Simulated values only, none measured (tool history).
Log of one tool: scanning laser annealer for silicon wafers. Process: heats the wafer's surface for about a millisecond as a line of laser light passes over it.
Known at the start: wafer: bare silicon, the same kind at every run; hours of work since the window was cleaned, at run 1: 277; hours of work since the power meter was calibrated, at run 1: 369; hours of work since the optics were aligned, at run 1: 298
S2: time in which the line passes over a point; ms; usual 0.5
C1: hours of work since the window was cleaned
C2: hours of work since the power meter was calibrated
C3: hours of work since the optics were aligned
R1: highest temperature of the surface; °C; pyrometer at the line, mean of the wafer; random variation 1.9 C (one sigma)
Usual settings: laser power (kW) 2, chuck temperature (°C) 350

Run 1, hour 0: usual settings; C1 277; C2 369; C3 298. Result: R1 1146 °C.
Run 2, hour 34.7: usual settings; C1 295; C2 388; C3 317. Result: R1 1147 °C.
Run 3, hour 69.1: usual settings; C1 314; C2 406; C3 335. Result: R1 1146 °C.
Run 4, hour 99.5: usual settings; C1 330; C2 423; C3 351. Result: R1 1148 °C.
Run 5, hour 118.6: usual settings; C1 341; C2 433; C3 362. Result: R1 1147 °C.
Run 6, hour 148.7: usual settings; C1 357; C2 449; C3 378. Result: R1 1144 °C.
Run 7, hour 165.4: usual settings; C1 366; C2 458; C3 387. Result: R1 1143 °C.
At hour 170: laser's power meter calibrated.
Run 8, hour 201.9: usual settings; C1 384; C2 17; C3 405. Result: R1 1140 °C.
Run 9, hour 231.6: usual settings; C1 400; C2 33; C3 421. Result: R1 1144 °C.
Run 10, hour 249.4: usual settings but laser power (kW) 1.955, S2 0.418 ms, chuck temperature (°C) 368; C1 409; C2 43; C3 431. Result: R1 1058 °C.
At hour 275.1: laser's power meter calibrated, once more.
Run 11, hour 285.6: usual settings but laser power (kW) 1.955, S2 0.418 ms, chuck temperature (°C) 368; C1 427; C2 6; C3 448. Result: R1 1055 °C.
Run 12, hour 317.5: usual settings but laser power (kW) 1.803; C1 444; C2 23; C3 466. Result: R1 1034 °C.
Run 13, hour 336.2: usual settings but laser power (kW) 2.169; C1 454; C2 33; C3 476. Result: R1 1219 °C.
Run 14, hour 371: usual settings but laser power (kW) 2.169; C1 473; C2 52; C3 494. Result: R1 1218 °C.

The next listed run, before its measurement:
Run 15, hour 389.1: usual settings but laser power (kW) 1.94, S2 0.482 ms, chuck temperature (°C) 377; C1 483; C2 61; C3 504. Result: R1 ?.

R1: 1112 °C
Without the tool's hidden state the same run would have given R1 1142 °C.
